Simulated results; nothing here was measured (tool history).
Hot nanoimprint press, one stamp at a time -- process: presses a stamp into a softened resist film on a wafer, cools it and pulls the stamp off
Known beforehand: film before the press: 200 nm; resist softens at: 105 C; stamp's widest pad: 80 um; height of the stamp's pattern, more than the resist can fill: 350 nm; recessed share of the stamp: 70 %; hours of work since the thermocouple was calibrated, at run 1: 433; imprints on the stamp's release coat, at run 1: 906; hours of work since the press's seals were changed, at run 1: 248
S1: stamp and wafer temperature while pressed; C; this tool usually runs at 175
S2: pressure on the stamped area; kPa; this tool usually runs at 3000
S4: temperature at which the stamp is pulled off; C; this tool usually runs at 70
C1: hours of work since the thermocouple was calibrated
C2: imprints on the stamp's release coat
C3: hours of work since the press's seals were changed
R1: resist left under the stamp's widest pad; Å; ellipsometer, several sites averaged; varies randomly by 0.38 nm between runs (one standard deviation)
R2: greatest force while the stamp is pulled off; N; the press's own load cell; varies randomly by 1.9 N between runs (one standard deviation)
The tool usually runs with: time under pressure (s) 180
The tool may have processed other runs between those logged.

run 1 day=0.000 | S1=175 S2=3000 time_under_pressure_(s)=180 S4=70 | C1=433 C2=906 C3=248 | R1=978 R2=125
-- day=0.371 plate thermocouple calibrated
run 2 day=1.229 | S1=175 S2=3000 time_under_pressure_(s)=180 S4=70 | C1=15 C2=976 C3=268 | R1=974 R2=127
-- day=3.512 stamp cleaned and given a new release coat
run 3 day=3.512 | S1=175 S2=3000 time_under_pressure_(s)=180 S4=75 | C1=50 C2=0 C3=303 | R1=980 R2=112
run 4 day=4.617 | S1=175 S2=3000 time_under_pressure_(s)=180 S4=75 | C1=69 C2=70 C3=322 | R1=982 R2=112
run 5 day=5.788 | S1=175 S2=4360 time_under_pressure_(s)=180 S4=75 | C1=89 C2=143 C3=342 | R1=846 R2=113
run 6 day=7.229 | S1=175 S2=4360 time_under_pressure_(s)=180 S4=75 | C1=114 C2=234 C3=367 | R1=845 R2=113
run 7 day=8.946 | S1=175 S2=4360 time_under_pressure_(s)=180 S4=75 | C1=144 C2=343 C3=397 | R1=844 R2=112
run 8 day=10.575 | S1=175 S2=4360 time_under_pressure_(s)=180 S4=75 | C1=172 C2=445 C3=425 | R1=847 R2=113
run 9 day=11.538 | S1=175 S2=4360 time_under_pressure_(s)=180 S4=75 | C1=189 C2=506 C3=441 | R1=843 R2=114
run 10 day=12.462 | S1=175 S2=3000 time_under_pressure_(s)=180 S4=67 | C1=205 C2=564 C3=457 | R1=982 R2=132
run 11 day=14.462 | S1=175 S2=2390 time_under_pressure_(s)=180 S4=67 | C1=239 C2=690 C3=492 | R1=1068 R2=132
run 12 day=15.804 | S1=175 S2=2390 time_under_pressure_(s)=180 S4=67 | C1=262 C2=775 C3=515 | R1=1068 R2=132
run 13 day=17.488 | S1=175 S2=2390 time_under_pressure_(s)=180 S4=56 | C1=291 C2=881 C3=544 | R1=1071 R2=157
run 14 day=18.925 | S1=175 S2=2390 time_under_pressure_(s)=180 S4=56 | C1=316 C2=971 C3=569 | R1=1068 R2=156
run 15 day=20.883 | S1=184 S2=3000 time_under_pressure_(s)=153 S4=69 | C1=350 C2=1095 C3=603 | R1=754 R2=129
-- day=21.304 stamp cleaned and given a new release coat
run 16 day=23.183 | S1=181 S2=3000 time_under_pressure_(s)=180 S4=75 | C1=385 C2=119 C3=638 | R1=787 R2=115
-- day=24.321 press's hydraulic seals changed and the load cell set to zero
run 17 day=24.342 | S1=181 S2=3000 time_under_pressure_(s)=180 S4=67 | C1=400 C2=171 C3=0 | R1=789 R2=132
run 18 day=25.600 | S1=175 S2=4530 time_under_pressure_(s)=168 S4=70 | C1=421 C2=250 C3=22 | R1=855 R2=124
-- day=26.683 plate thermocouple calibrated
run 19 day=26.888 | S1=175 S2=4530 time_under_pressure_(s)=168 S4=70 | C1=4 C2=323 C3=42 | R1=851 R2=127
run 20 day=28.254 | S1=175 S2=4530 time_under_pressure_(s)=168 S4=70 | C1=27 C2=410 C3=66 | R1=851 R2=124
run 21 day=29.600 | S1=175 S2=4530 time_under_pressure_(s)=168 S4=70 | C1=50 C2=494 C3=89 | R1=853 R2=124
run 22 day=30.538 | S1=175 S2=3650 time_under_pressure_(s)=168 S4=71 | C1=67 C2=553 C3=105 | R1=933 R2=122
run 23 day=32.412 | S1=175 S2=3650 time_under_pressure_(s)=168 S4=71 | C1=99 C2=671 C3=138 | R1=927 R2=122
run 24 day=34.071 | S1=175 S2=3650 time_under_pressure_(s)=168 S4=71 | C1=128 C2=776 C3=166 | R1=934 R2=121
run 25 day=36.033 | S1=175 S2=3650 time_under_pressure_(s)=168 S4=71 | C1=162 C2=900 C3=200 | R1=931 R2=124
run 26 day=37.912 | S1=175 S2=3410 time_under_pressure_(s)=168 S4=71 | C1=194 C2=1018 C3=233 | R1=961 R2=121
run 27 day=38.788 | S1=175 S2=3000 time_under_pressure_(s)=267 S4=70 | C1=209 C2=1073 C3=248 | R1=844 R2=127

4 options for the next run, each taken on its own from the tool as it stands now. Forecast them:
-- day=39.588 stamp cleaned and given a new release coat
run A day=39.883 | S1=175 S2=3000 time_under_pressure_(s)=153 S4=70 | C1=224 C2=19 C3=262 | R1=? R2=?
-- day=39.588 stamp cleaned and given a new release coat
run B day=39.883 | S1=175 S2=3000 time_under_pressure_(s)=180 S4=69 | C1=224 C2=19 C3=262 | R1=? R2=?
-- day=39.588 stamp cleaned and given a new release coat
run C day=39.883 | S1=175 S2=3510 time_under_pressure_(s)=241 S4=70 | C1=224 C2=19 C3=262 | R1=? R2=?
-- day=39.588 stamp cleaned and given a new release coat
run D day=39.883 | S1=175 S2=2000 time_under_pressure_(s)=267 S4=70 | C1=224 C2=19 C3=262 | R1=? R2=?

run=A R1=1031 R2=123
run=B R1=979 R2=127
run=C R1=820 R2=123
run=D R1=988 R2=125
Without the tool's unlogged condition, the same runs would have read:
run=A R1=1029 R2=123
run=B R1=978 R2=127
run=C R1=819 R2=123
run=D R1=987 R2=125

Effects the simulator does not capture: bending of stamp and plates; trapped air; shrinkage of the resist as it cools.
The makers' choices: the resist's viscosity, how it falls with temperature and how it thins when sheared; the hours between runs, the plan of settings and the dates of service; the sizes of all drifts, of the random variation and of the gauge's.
